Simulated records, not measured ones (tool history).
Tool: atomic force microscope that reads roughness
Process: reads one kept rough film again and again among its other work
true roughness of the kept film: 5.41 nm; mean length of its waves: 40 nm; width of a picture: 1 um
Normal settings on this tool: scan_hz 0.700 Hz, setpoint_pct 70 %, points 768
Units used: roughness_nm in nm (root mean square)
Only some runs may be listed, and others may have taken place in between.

run   hour  scan_hz  setpoint_pct  points  roughness_nm
  1    0.0    0.700            70     768         4.825
  2   47.6    0.700            70     772         4.808
  3  107.2    0.700            70     772         4.854
     152.6  -- new tip fitted
  4  167.0    0.700            70     768         4.832
  5  214.5    0.700            70     768         4.826
  6  248.6    0.700            88     768         4.715
  7  309.1    0.700            88     768         4.672
     346.2  -- new tip fitted
  8  373.9    0.700            88     768         4.672
  9  436.2    0.700            88     768         4.714
 10  492.6    0.822            75     295         4.752
     541.0  -- new tip fitted
 11  549.8    1.480            62     697         4.802
 12  611.1    0.668            62     990         4.894
 13  647.4    1.740            76     671         4.645
 14  683.9    3.012            59    1005         4.734
 15  712.5    3.876            70     349         4.420
     734.8  -- new tip fitted
 16  746.7    3.876            66     349         4.537
 17  805.3    3.876            66     349         4.493
 18  832.8    0.700            70     521         4.800

5 ways to go on from here, each from the tool as it stands after run 18. What would each give?
  A  878.2    0.587            61     796             ?
  B  878.2    0.700            70     269             ?
  C  878.2    0.700            78     682             ?
  D  878.2    0.700            87     768             ?
  E  878.2    3.507            74     769             ?

run  roughness_nm
  A         4.909
  B         4.804
  C         4.780
  D         4.693
  E         4.392
What these runs would have given with no unlogged condition in the tool:
run  roughness_nm
  A         4.920
  B         4.815
  C         4.791
  D         4.704
  E         4.402

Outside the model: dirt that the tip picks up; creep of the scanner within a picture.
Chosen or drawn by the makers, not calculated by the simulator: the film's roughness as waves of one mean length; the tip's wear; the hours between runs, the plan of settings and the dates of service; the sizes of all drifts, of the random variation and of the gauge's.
